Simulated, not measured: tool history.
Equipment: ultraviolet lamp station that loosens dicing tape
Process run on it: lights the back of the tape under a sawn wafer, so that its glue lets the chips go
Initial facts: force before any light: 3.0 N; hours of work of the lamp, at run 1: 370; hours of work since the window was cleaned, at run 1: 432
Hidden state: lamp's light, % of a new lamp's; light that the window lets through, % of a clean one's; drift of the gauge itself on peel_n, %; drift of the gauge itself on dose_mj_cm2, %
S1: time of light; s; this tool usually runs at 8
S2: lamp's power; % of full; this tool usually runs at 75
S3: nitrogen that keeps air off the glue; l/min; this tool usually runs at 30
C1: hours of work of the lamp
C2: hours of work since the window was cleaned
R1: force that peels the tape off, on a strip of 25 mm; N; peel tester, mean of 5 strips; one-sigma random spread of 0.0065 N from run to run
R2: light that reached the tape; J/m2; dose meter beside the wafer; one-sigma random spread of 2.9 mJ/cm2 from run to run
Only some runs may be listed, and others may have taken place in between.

{"run": 1, "hour": 0.0, "S1": 8, "S2": 75, "S3": 30, "C1": 370, "C2": 432, "R1": 0.28, "R2": 3500}
{"run": 2, "hour": 35.4, "S1": 8, "S2": 75, "S3": 30, "C1": 385, "C2": 447, "R1": 0.294, "R2": 3560}
{"run": 3, "hour": 61.9, "S1": 8, "S2": 75, "S3": 30, "C1": 396, "C2": 458, "R1": 0.283, "R2": 3530}
{"run": 4, "hour": 86.4, "S1": 8, "S2": 75, "S3": 30, "C1": 407, "C2": 469, "R1": 0.298, "R2": 3550}
{"run": 5, "hour": 120.6, "S1": 8, "S2": 75, "S3": 30, "C1": 421, "C2": 483, "R1": 0.298, "R2": 3490}
{"run": 6, "hour": 141.9, "S1": 8, "S2": 90, "S3": 30, "C1": 431, "C2": 492, "R1": 0.202, "R2": 4170}
{"run": 7, "hour": 167.3, "S1": 8, "S2": 90, "S3": 30, "C1": 441, "C2": 503, "R1": 0.211, "R2": 4190}
{"run": 8, "hour": 184.2, "S1": 8, "S2": 90, "S3": 30, "C1": 449, "C2": 511, "R1": 0.223, "R2": 4160}
{"run": 9, "hour": 213.4, "S1": 8, "S2": 73, "S3": 30, "C1": 461, "C2": 523, "R1": 0.326, "R2": 3350}
{"run": 10, "hour": 229.4, "S1": 8, "S2": 73, "S3": 30, "C1": 468, "C2": 530, "R1": 0.314, "R2": 3350}
{"run": 11, "hour": 254.9, "S1": 8, "S2": 73, "S3": 30, "C1": 479, "C2": 541, "R1": 0.336, "R2": 3350}
{"run": 12, "hour": 270.1, "S1": 8, "S2": 73, "S3": 30, "C1": 485, "C2": 547, "R1": 0.314, "R2": 3290}
{"run": 13, "hour": 300.5, "S1": 8, "S2": 75, "S3": 26, "C1": 498, "C2": 560, "R1": 0.339, "R2": 3370}
{"run": 14, "hour": 322.4, "S1": 8, "S2": 75, "S3": 30, "C1": 508, "C2": 569, "R1": 0.325, "R2": 3400}
{"run": 15, "hour": 340.8, "S1": 8, "S2": 75, "S3": 30, "C1": 515, "C2": 577, "R1": 0.315, "R2": 3400}
{"run": 16, "hour": 367.9, "S1": 8, "S2": 75, "S3": 30, "C1": 527, "C2": 589, "R1": 0.316, "R2": 3390}
{"run": 17, "hour": 393.3, "S1": 8, "S2": 82, "S3": 30, "C1": 538, "C2": 600, "R1": 0.274, "R2": 3640}
{"run": 18, "hour": 424.1, "S1": 8, "S2": 82, "S3": 30, "C1": 551, "C2": 613, "R1": 0.281, "R2": 3670}
{"run": 19, "hour": 442.2, "S1": 8, "S2": 82, "S3": 30, "C1": 559, "C2": 621, "R1": 0.277, "R2": 3630}
{"run": 20, "hour": 467.6, "S1": 8, "S2": 82, "S3": 30, "C1": 570, "C2": 632, "R1": 0.278, "R2": 3560}
{"hour": 484.7, "done": "window cleaned of glue's vapour"}
{"run": 21, "hour": 494.9, "S1": 8, "S2": 82, "S3": 30, "C1": 581, "C2": 4, "R1": 0.199, "R2": 4170}
{"run": 22, "hour": 518.8, "S1": 8, "S2": 82, "S3": 30, "C1": 591, "C2": 15, "R1": 0.203, "R2": 4180}
{"run": 23, "hour": 540.1, "S1": 8, "S2": 82, "S3": 30, "C1": 600, "C2": 24, "R1": 0.209, "R2": 4180}
{"run": 24, "hour": 562.7, "S1": 15, "S2": 82, "S3": 11, "C1": 610, "C2": 33, "R1": 0.133, "R2": 7670}
{"run": 25, "hour": 577.8, "S1": 9, "S2": 75, "S3": 9, "C1": 616, "C2": 40, "R1": 0.445, "R2": 4240}
{"run": 26, "hour": 601.2, "S1": 10, "S2": 96, "S3": 11, "C1": 626, "C2": 50, "R1": 0.207, "R2": 6040}
{"run": 27, "hour": 630.2, "S1": 8, "S2": 100, "S3": 19, "C1": 639, "C2": 62, "R1": 0.191, "R2": 5060}
{"run": 28, "hour": 655.0, "S1": 8, "S2": 100, "S3": 18, "C1": 649, "C2": 73, "R1": 0.208, "R2": 5070}
{"run": 29, "hour": 670.9, "S1": 8, "S2": 75, "S3": 17, "C1": 656, "C2": 80, "R1": 0.387, "R2": 3760}
{"run": 30, "hour": 702.5, "S1": 8, "S2": 62, "S3": 17, "C1": 670, "C2": 93, "R1": 0.531, "R2": 3060}
{"run": 31, "hour": 729.9, "S1": 4, "S2": 70, "S3": 30, "C1": 681, "C2": 105, "R1": 0.87, "R2": 1730}
{"run": 32, "hour": 761.7, "S1": 4, "S2": 70, "S3": 30, "C1": 695, "C2": 118, "R1": 0.896, "R2": 1750}
{"run": 33, "hour": 780.4, "S1": 7, "S2": 89, "S3": 35, "C1": 703, "C2": 126, "R1": 0.217, "R2": 3850}
{"run": 34, "hour": 803.2, "S1": 8, "S2": 89, "S3": 24, "C1": 713, "C2": 136, "R1": 0.231, "R2": 4440}
{"run": 35, "hour": 828.4, "S1": 8, "S2": 70, "S3": 43, "C1": 724, "C2": 147, "R1": 0.242, "R2": 3390}
{"run": 36, "hour": 844.5, "S1": 8, "S2": 70, "S3": 43, "C1": 730, "C2": 154, "R1": 0.259, "R2": 3420}
{"run": 37, "hour": 862.2, "S1": 15, "S2": 75, "S3": 30, "C1": 738, "C2": 161, "R1": 0.101, "R2": 6830}
{"run": 38, "hour": 879.1, "S1": 8, "S2": 96, "S3": 34, "C1": 745, "C2": 168, "R1": 0.155, "R2": 4650}
{"run": 39, "hour": 914.0, "S1": 4, "S2": 74, "S3": 36, "C1": 760, "C2": 183, "R1": 0.801, "R2": 1790}
{"run": 40, "hour": 936.5, "S1": 4, "S2": 85, "S3": 14, "C1": 770, "C2": 193, "R1": 1.01, "R2": 2040}
{"run": 41, "hour": 954.0, "S1": 7, "S2": 76, "S3": 16, "C1": 777, "C2": 200, "R1": 0.515, "R2": 3150}
{"run": 42, "hour": 981.5, "S1": 7, "S2": 76, "S3": 12, "C1": 789, "C2": 212, "R1": 0.611, "R2": 3170}
{"run": 43, "hour": 1003.1, "S1": 4, "S2": 90, "S3": 12, "C1": 798, "C2": 221, "R1": 1.027, "R2": 2140}

Per-run results on a tool with no hidden state, each run keeping its own random variation:
run=1 R1=0.200 R2=4160
run=2 R1=0.210 R2=4250
run=3 R1=0.196 R2=4240
run=4 R1=0.208 R2=4260
run=5 R1=0.205 R2=4230
run=6 R1=0.139 R2=5060
run=7 R1=0.145 R2=5110
run=8 R1=0.154 R2=5090
run=9 R1=0.219 R2=4120
run=10 R1=0.208 R2=4130
run=11 R1=0.224 R2=4140
run=12 R1=0.207 R2=4100
run=13 R1=0.223 R2=4210
run=14 R1=0.213 R2=4250
run=15 R1=0.201 R2=4260
run=16 R1=0.200 R2=4270
run=17 R1=0.175 R2=4620
run=18 R1=0.178 R2=4670
run=19 R1=0.172 R2=4640
run=20 R1=0.171 R2=4570
run=21 R1=0.166 R2=4580
run=22 R1=0.168 R2=4600
run=23 R1=0.174 R2=4610
run=24 R1=0.116 R2=8500
run=25 R1=0.368 R2=4710
run=26 R1=0.170 R2=6740
run=27 R1=0.154 R2=5660
run=28 R1=0.168 R2=5690
run=29 R1=0.311 R2=4240
run=30 R1=0.431 R2=3460
run=31 R1=0.741 R2=1970
run=32 R1=0.759 R2=2000
run=33 R1=0.167 R2=4410
run=34 R1=0.178 R2=5100
run=35 R1=0.183 R2=3920
run=36 R1=0.196 R2=3960
run=37 R1=0.091 R2=7920
run=38 R1=0.120 R2=5410
run=39 R1=0.649 R2=2090
run=40 R1=0.841 R2=2400
run=41 R1=0.390 R2=3710
run=42 R1=0.468 R2=3740
run=43 R1=0.845 R2=2530
